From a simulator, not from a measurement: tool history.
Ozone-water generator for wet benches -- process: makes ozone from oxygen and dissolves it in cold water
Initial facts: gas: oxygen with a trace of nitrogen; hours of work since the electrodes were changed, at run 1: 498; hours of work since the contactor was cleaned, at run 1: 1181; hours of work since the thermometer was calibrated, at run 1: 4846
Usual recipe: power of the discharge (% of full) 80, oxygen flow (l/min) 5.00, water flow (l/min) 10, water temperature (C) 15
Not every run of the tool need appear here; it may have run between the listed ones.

run,hour,power of the discharge (% of full),oxygen flow (l/min),water flow (l/min),water temperature (C),hours of work since the electrodes were changed,hours of work since the contactor was cleaned,hours of work since the thermometer was calibrated,dissolved ozone (ppm),ozone in the gas ahead of the water (g/m3)
1,0.0,80,5.00,10,15,498,1181,4846,23.7,183.7
2,124.6,80,5.00,10,15,620,1303,4967,23.9,182.3
3,299.1,80,5.00,10,15,790,1473,5138,23.9,181.6
# hour 439.4: water thermometer calibrated
4,439.8,80,5.00,10,15,927,1610,0,24.0,182.6
5,608.7,80,2.58,10,15,1092,1775,165,26.1,276.8
6,812.3,40,2.50,15,22,1291,1974,364,10.1,165.3
7,945.0,40,2.50,8,8,1421,2103,494,20.1,164.0
8,1142.1,40,2.50,8,8,1613,2296,686,20.3,163.2
9,1345.7,40,2.50,8,8,1812,2495,885,20.1,163.1
10,1544.0,80,3.29,10,22,2005,2688,1079,23.1,234.7

What if the next run were any one of these 5? Each begins from the tool's condition after run 10:
A,1715.1,95,4.65,10,15,2172,2855,1246,?,?
B,1715.1,80,7.74,13,22,2172,2855,1246,?,?
C,1715.1,57,2.94,10,14,2172,2855,1246,?,?
D,1715.1,72,6.79,6,15,2172,2855,1246,?,?
E,1715.1,57,5.00,8,15,2172,2855,1246,?,?

run,dissolved ozone (ppm),ozone in the gas ahead of the water (g/m3)
A,27.9,217.4
B,16.0,135.3
C,20.2,194.0
D,26.1,136.1
E,21.0,138.4
What these runs would have given with no unlogged condition in the tool:
run,dissolved ozone (ppm),ozone in the gas ahead of the water (g/m3)
A,27.9,220.0
B,16.0,136.9
C,20.2,196.3
D,26.2,137.7
E,21.0,140.1
